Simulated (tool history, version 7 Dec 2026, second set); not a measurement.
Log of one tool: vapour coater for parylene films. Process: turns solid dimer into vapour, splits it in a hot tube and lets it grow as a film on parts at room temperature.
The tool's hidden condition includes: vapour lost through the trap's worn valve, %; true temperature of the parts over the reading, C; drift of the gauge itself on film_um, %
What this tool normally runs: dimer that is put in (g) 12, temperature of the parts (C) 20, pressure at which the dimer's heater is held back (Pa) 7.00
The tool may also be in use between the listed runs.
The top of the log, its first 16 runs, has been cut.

| run | hour | dimer that is put in (g) | temperature of the parts (C) | pressure at which the dimer's heater is held back (Pa) | hours of work since the trap's valve was overhauled | hours of work since the table's thermometer was calibrated | thickness of the film (um) |
|---|---|---|---|---|---|---|---|
| 17 | 215.8 | 12 | 20 | 7.00 | 551 | 347 | 1.94 |
| 18 | 234.9 | 12 | 20 | 7.00 | 565 | 361 | 1.97 |
| 19 | 252.9 | 12 | 20 | 7.00 | 578 | 374 | 1.95 |
| 20 | 267.4 | 8 | 20 | 7.00 | 589 | 385 | 1.30 |
|  | 272.5 | trap's valve overhauled |
| 21 | 289.7 | 8 | 20 | 7.00 | 12 | 398 | 1.56 |
| 22 | 304.6 | 12 | 12 | 7.00 | 23 | 409 | 3.41 |
| 23 | 316.5 | 11 | 15 | 7.21 | 32 | 417 | 2.71 |
|  | 318.5 | table's thermometer calibrated |
| 24 | 328.6 | 11 | 15 | 7.21 | 40 | 7 | 2.64 |

What will run 25 give?
| 25 | 340.4 | 9 | 15 | 7.21 | 48 | 16 | ? |

thickness of the film (um): 2.16
Minus the tool's unlogged condition, the same run would have read thickness of the film (um) 2.14.
